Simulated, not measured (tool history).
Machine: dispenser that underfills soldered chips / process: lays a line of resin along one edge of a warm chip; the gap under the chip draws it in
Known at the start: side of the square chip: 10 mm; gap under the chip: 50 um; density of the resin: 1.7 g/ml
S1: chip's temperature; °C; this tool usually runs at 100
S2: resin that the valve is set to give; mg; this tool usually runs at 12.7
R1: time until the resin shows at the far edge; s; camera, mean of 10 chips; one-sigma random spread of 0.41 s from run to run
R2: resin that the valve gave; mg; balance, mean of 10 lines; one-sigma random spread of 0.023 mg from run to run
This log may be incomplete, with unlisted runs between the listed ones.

run   hour   S1    S2    R1     R2
  1    0.0  100  12.7  37.0  12.64
       5.0  -- new syringe of resin
  2    6.5  100  12.1  29.1  11.96
  3   12.4  100  15.5  31.9  15.37
  4   16.7  100  15.5  34.1  15.36
  5   21.3  100  15.5  38.4  15.29
      22.8  -- new syringe of resin
  6   27.2  100  12.7  30.9  12.55
  7   32.8  100  12.7  35.4  12.51
  8   37.8  100  11.8  39.5  11.62
      41.0  -- new syringe of resin
  9   42.9  100  12.7  29.3  12.44
 10   47.4  100  15.2  31.3  14.88
 11   52.0  100  15.2  35.0  14.92
 12   54.7  100  15.2  36.4  14.89
 13   57.9  100  12.7  39.1  12.43
      58.9  -- new syringe of resin
 14   62.2  100  12.7  29.7  12.38
 15   66.8  109  16.3  23.5  15.86
 16   71.3  104  13.6  31.7  13.21
      76.7  -- new syringe of resin
 17   77.0   93  11.4  36.1  11.08
 18   80.3   93  11.4  38.8  11.07
 19   85.6   88  11.8  51.5  11.49
 20   90.9  103  16.1  33.1  15.60
      94.9  -- new syringe of resin
 21   94.9  103  16.1  23.9  15.58
 22   98.5  101  14.3  28.2  13.78
 23  103.5  101  14.3  31.4  13.78
     105.9  -- dispensing valve cleaned and set on the balance
 24  107.8   85  13.2  59.0  13.27
     113.8  -- new syringe of resin
 25  114.4   85  13.2  45.2  13.23
 26  118.0   85  13.2  50.8  13.17
 27  123.6   85  13.2  56.9  13.17
 28  126.2  106  15.7  27.8  15.69

3 ways to go on from here, each from the tool as it stands after run 28. What would each give?
  A  129.8   88  16.5   ?   ?
  B  129.8  100  14.9   ?   ?
  C  129.8   95  14.8   ?   ?

run    R1     R2
  A  56.5  16.45
  B  36.7  14.85
  C  44.0  14.72
The same runs, with their run-to-run variation unchanged, on a tool lacking any hidden condition would have given:
run    R1     R2
  A  42.0  16.49
  B  27.1  14.88
  C  32.6  14.76
